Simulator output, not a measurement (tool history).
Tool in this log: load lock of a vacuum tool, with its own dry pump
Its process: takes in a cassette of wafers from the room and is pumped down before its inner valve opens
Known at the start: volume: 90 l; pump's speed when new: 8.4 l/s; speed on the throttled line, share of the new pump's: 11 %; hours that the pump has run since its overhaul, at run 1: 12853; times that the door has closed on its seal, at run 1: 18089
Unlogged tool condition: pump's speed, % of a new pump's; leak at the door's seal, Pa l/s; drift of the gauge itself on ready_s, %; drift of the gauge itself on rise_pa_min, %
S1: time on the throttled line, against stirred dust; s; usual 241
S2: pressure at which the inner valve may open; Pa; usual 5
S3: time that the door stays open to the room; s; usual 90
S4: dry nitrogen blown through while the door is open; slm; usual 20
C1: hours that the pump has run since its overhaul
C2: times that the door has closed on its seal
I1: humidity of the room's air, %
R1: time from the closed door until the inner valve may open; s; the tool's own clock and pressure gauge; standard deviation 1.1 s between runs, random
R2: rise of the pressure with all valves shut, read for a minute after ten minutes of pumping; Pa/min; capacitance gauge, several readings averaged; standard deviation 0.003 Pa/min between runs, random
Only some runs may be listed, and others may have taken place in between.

Run 1, hour 0.0: usual settings; C1 12853; C2 18089; I1 45.7. Result: R1 334.9 s, R2 0.134 Pa/min.
Run 2, hour 134.7: usual settings but S2 9 Pa; C1 12987; C2 18499; I1 47.1. Result: R1 325.6 s, R2 0.142 Pa/min.
Run 3, hour 284.0: usual settings but S2 9 Pa; C1 13137; C2 18953; I1 43.4. Result: R1 326.4 s, R2 0.135 Pa/min.
Run 4, hour 359.3: usual settings but S4 15 slm; C1 13212; C2 19182; I1 42.2. Result: R1 336.1 s, R2 0.143 Pa/min.
Run 5, hour 475.1: usual settings but S4 6 slm; C1 13328; C2 19534; I1 47.5. Result: R1 335.6 s, R2 0.160 Pa/min.
Run 6, hour 601.2: usual settings but S4 34 slm; C1 13454; C2 19917; I1 46.9. Result: R1 334.4 s, R2 0.148 Pa/min.
Run 7, hour 682.0: usual settings; C1 13535; C2 20163; I1 37.9. Result: R1 336.8 s, R2 0.148 Pa/min.
Run 8, hour 813.2: usual settings; C1 13666; C2 20562; I1 45.0. Result: R1 336.7 s, R2 0.158 Pa/min.
Run 9, hour 904.0: usual settings but S1 199 s, S3 38 s; C1 13757; C2 20838; I1 45.8. Result: R1 300.3 s, R2 0.156 Pa/min.
Run 10, hour 1033.9: usual settings but S3 40 s; C1 13887; C2 21233; I1 47.2. Result: R1 336.1 s, R2 0.148 Pa/min.
Run 11, hour 1095.2: usual settings but S3 158 s, S4 31 slm; C1 13948; C2 21420; I1 42.8. Result: R1 336.8 s, R2 0.160 Pa/min.
Run 12, hour 1195.5: usual settings but S3 158 s, S4 31 slm; C1 14048; C2 21725; I1 40.0. Result: R1 334.8 s, R2 0.165 Pa/min.

Expected results for the next run?
Run 13, hour 1308.3: usual settings but S1 141 s, S4 4 slm; C1 14161; C2 22068; I1 44.0. Result: R1 ?, R2 ?.

R1: 250.0 s
R2: 0.180 Pa/min
On a tool with no hidden condition, and with the same random variation, this run would have come out at R1 233.7 s, R2 0.032 Pa/min.
